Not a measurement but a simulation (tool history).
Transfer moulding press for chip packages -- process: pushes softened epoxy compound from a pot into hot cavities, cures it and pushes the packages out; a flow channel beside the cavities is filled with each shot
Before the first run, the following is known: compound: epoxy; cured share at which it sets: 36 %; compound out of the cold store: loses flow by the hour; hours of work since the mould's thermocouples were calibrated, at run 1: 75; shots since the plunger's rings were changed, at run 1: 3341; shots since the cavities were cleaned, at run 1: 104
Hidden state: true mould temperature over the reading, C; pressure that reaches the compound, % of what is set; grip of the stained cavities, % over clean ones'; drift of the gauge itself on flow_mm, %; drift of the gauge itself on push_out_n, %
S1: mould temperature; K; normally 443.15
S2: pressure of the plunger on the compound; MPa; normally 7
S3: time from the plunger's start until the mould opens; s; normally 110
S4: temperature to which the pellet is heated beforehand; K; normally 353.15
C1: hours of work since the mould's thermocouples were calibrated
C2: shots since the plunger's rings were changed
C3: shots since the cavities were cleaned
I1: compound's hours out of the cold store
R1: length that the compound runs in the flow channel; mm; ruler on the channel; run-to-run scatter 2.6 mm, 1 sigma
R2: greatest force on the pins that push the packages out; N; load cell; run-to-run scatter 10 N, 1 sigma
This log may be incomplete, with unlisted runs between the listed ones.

| run | hour | S1 | S2 | S3 | S4 | C1 | C2 | C3 | I1 | R1 | R2 |
|---|---|---|---|---|---|---|---|---|---|---|---|
| 1 | 0 | 443.15 | 7 | 110 | 353.15 | 75 | 3341 | 104 | 14.8 | 845 | 562 |
| 2 | 9.8 | 443.15 | 7 | 110 | 344.15 | 79 | 3410 | 173 | 27.9 | 810 | 624 |
| 3 | 20.4 | 443.15 | 7 | 110 | 344.15 | 84 | 3484 | 247 | 9.2 | 856 | 618 |
| 4 | 28.8 | 443.15 | 7 | 110 | 344.15 | 87 | 3543 | 306 | 46.7 | 762 | 609 |
| 5 | 38.2 | 443.15 | 8.45 | 110 | 353.15 | 92 | 3609 | 372 | 26.5 | 890 | 668 |
| 6 | 46.7 | 443.15 | 8.45 | 110 | 353.15 | 95 | 3668 | 431 | 13.5 | 923 | 683 |
| 7 | 53.5 | 443.15 | 8.45 | 110 | 353.15 | 98 | 3715 | 478 | 17.4 | 911 | 699 |
| 8 | 58.8 | 443.15 | 8.45 | 110 | 353.15 | 101 | 3753 | 516 | 18 | 907 | 713 |
| 9 | 64 | 443.15 | 8.45 | 110 | 353.15 | 103 | 3789 | 552 | 16.9 | 912 | 687 |
| 10 | 72.3 | 443.15 | 7 | 107 | 353.15 | 107 | 3847 | 610 | 8.4 | 856 | 748 |
| 11 | 81.5 | 443.15 | 7 | 107 | 353.15 | 111 | 3911 | 674 | 42.7 | 764 | 724 |
|  | 83.8 | cavities cleaned with cleaning compound and waxed |
| 12 | 88.2 | 443.15 | 7 | 107 | 353.15 | 113 | 3948 | 31 | 16.5 | 830 | 510 |
| 13 | 95 | 443.15 | 7 | 110 | 356.15 | 116 | 3995 | 78 | 19.7 | 824 | 532 |
| 14 | 103.2 | 447.15 | 7 | 110 | 353.15 | 120 | 4052 | 135 | 35.9 | 771 | 511 |
| 15 | 107.9 | 447.15 | 7 | 110 | 353.15 | 122 | 4086 | 169 | 11.9 | 828 | 526 |
| 16 | 116.6 | 447.15 | 6.13 | 110 | 353.15 | 126 | 4146 | 229 | 8.8 | 785 | 562 |
| 17 | 124.3 | 444.15 | 7 | 122 | 353.15 | 129 | 4200 | 283 | 8.1 | 845 | 587 |
| 18 | 134.9 | 441.15 | 8.09 | 110 | 362.15 | 134 | 4274 | 357 | 14.2 | 904 | 720 |
| 19 | 140.8 | 441.15 | 8.66 | 120 | 362.15 | 136 | 4316 | 399 | 44.9 | 852 | 649 |
| 20 | 150.9 | 441.15 | 8.66 | 120 | 362.15 | 141 | 4386 | 469 | 46 | 843 | 661 |
| 21 | 161.2 | 451.15 | 5.88 | 134 | 353.15 | 145 | 4458 | 541 | 24 | 720 | 579 |
| 22 | 166.6 | 436.15 | 7 | 104 | 353.15 | 148 | 4496 | 579 | 42.5 | 788 | 1205 |
| 23 | 171.4 | 443.15 | 6.1 | 145 | 346.15 | 150 | 4530 | 613 | 14.6 | 780 | 615 |
| 24 | 178.2 | 440.15 | 7.18 | 110 | 353.15 | 153 | 4577 | 660 | 42 | 784 | 817 |
|  | 182.3 | cavities cleaned with cleaning compound and waxed |
| 25 | 186 | 440.15 | 6.47 | 110 | 353.15 | 156 | 4621 | 26 | 13.9 | 816 | 595 |
| 26 | 197.4 | 440.15 | 6.47 | 110 | 353.15 | 161 | 4701 | 106 | 21.6 | 794 | 629 |
| 27 | 207.8 | 446.15 | 8.38 | 107 | 358.15 | 165 | 4774 | 179 | 29.8 | 848 | 535 |
| 28 | 217.9 | 446.15 | 6.81 | 107 | 358.15 | 170 | 4844 | 249 | 20.4 | 794 | 576 |

For each run, the measured value with the value that run would have given without the tool's hidden condition subtracted. The run-to-run variation is shared by both, the gauge scatter possibly not:
| run | R1 | R2 |
|---|---|---|
| 1 | -26 | +80 |
| 2 | -25 | +122 |
| 3 | -27 | +146 |
| 4 | -25 | +158 |
| 5 | -29 | +186 |
| 6 | -31 | +203 |
| 7 | -31 | +212 |
| 8 | -31 | +224 |
| 9 | -31 | +220 |
| 10 | -30 | +243 |
| 11 | -27 | +241 |
| 12 | -30 | +34 |
| 13 | -29 | +64 |
| 14 | -28 | +84 |
| 15 | -30 | +99 |
| 16 | -29 | +125 |
| 17 | -32 | +145 |
| 18 | -35 | +198 |
| 19 | -33 | +185 |
| 20 | -33 | +201 |
| 21 | -29 | +182 |
| 22 | -32 | +389 |
| 23 | -32 | +197 |
| 24 | -32 | +270 |
| 25 | -35 | +27 |
| 26 | -34 | +84 |
| 27 | -37 | +100 |
| 28 | -35 | +129 |
